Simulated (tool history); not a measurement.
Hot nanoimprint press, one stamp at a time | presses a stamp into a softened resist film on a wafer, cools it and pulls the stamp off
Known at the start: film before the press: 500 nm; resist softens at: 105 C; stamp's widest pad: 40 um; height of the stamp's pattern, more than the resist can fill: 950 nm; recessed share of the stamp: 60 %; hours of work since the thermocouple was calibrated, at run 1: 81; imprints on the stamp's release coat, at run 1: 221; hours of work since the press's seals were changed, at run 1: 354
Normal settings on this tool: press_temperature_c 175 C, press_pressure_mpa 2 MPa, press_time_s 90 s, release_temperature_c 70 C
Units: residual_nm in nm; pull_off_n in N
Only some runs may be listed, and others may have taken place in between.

run,hour,press_temperature_c,press_pressure_mpa,press_time_s,release_temperature_c,hours of work since the thermocouple was calibrated,imprints on the stamp's release coat,hours of work since the press's seals were changed,residual_nm,pull_off_n
1,0,175,2,90,70,81,221,354,278.2,178
2,25.7,175,2,90,70,97,311,370,277.5,174
3,54.9,175,2,90,70,116,414,389,277.8,180
4,101.6,175,2,90,70,145,578,419,280.6,189
5,154.2,175,2,90,70,179,763,452,280.6,187
6,181.2,175,2,90,70,196,858,470,278.8,188
7,227.4,175,2,90,70,226,1020,499,281.6,198
8,249,175,2,90,70,239,1096,513,281.6,193
# hour 255.4: plate thermocouple calibrated
9,294.4,175,2,90,70,25,1246,540,282.9,202
# hour 306.8: stamp cleaned and given a new release coat
10,331.7,178,2,90,70,45,88,560,260.9,173
11,362.6,175,1.29,90,70,65,196,580,337.5,174
12,414.6,175,1.36,90,70,98,379,613,333.3,182
# hour 426.2: plate thermocouple calibrated, once more
13,458.2,179,2.39,126,69,20,522,639,204.4,185
14,483.7,179,2.39,126,69,37,612,655,204.4,187
15,535.8,176,1.4,90,70,70,795,688,319.6,189
# hour 565.4: press's hydraulic seals changed and the load cell set to zero
16,586.6,167,1.48,64,73,97,945,14,411.4,198
17,610.7,175,2.21,90,75,113,1030,29,268.9,192
18,653.6,176,2.95,65,62,140,1181,56,253,195

The next listed run, before its measurement:
# hour 684.9: stamp cleaned and given a new release coat
19,709,182,1.44,174,70,172,85,88,?,?

Run 19 gave residual_nm 216.1 nm, pull_off_n 172 N.
Were there no unlogged condition in the tool, this run, its random variation unchanged, would have produced residual_nm 211.6 nm, pull_off_n 169 N.
